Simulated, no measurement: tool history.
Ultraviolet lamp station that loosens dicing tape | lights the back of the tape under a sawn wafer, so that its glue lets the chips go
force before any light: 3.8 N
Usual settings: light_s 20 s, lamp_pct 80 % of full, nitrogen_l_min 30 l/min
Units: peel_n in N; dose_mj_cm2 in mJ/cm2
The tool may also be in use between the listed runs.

run    hour  light_s  lamp_pct  nitrogen_l_min  peel_n  dose_mj_cm2
  1       0       20        80              30   1.003          219
  2    60.1       20        80              30   1.065          204
      127.5  -- lamp changed
  3     138       20        80              30   0.601          308
  4   187.1       20        80              30   0.633          299
  5   229.7       20        80              30   0.664          284
  6   286.9       20        80              30   0.693          272
  7   357.3       20        80              30   0.785          255
      364.1  -- window cleaned of glue's vapour
  8   404.8       20        80              30   0.631          284
  9     455       20        76              30   0.763          263
 10   527.2       20        80              30   0.788          257
 11   570.1       23        80              30    0.66          288
 12   609.1       23        80              30   0.712          277
 13   653.8       16        72              39   1.199          166
 14   711.9       31        72              39   0.548          301
        727  -- window cleaned of glue's vapour
 15   796.4       12        61              49   1.719          109
 16   857.1       12        61              49   1.722          101
 17   912.2       12        61              49   1.892           94
 18   992.6       39        65              35   0.581          305
 19    1076       34        82               9   0.892          309
     1089.4  -- window cleaned of glue's vapour
 20  1135.7       20        80              19   1.206          196
     1145.7  -- lamp changed
 21    1176       20        80              19   0.664          310

Forecast each of these 4 alternatives for the next run:
  A  1261.7       20        62              49       ?            ?
  B  1261.7       32        81              19       ?            ?
  C  1261.7       12        67              44       ?            ?
  D  1261.7       33        63              15       ?            ?

run  peel_n  dose_mj_cm2
  A   0.814          227
  B   0.393          475
  C   1.312          144
  D   0.568          378
Without the tool's hidden state the same runs would have given:
run  peel_n  dose_mj_cm2
  A   0.687          258
  B   0.338          541
  C   1.152          164
  D   0.477          430

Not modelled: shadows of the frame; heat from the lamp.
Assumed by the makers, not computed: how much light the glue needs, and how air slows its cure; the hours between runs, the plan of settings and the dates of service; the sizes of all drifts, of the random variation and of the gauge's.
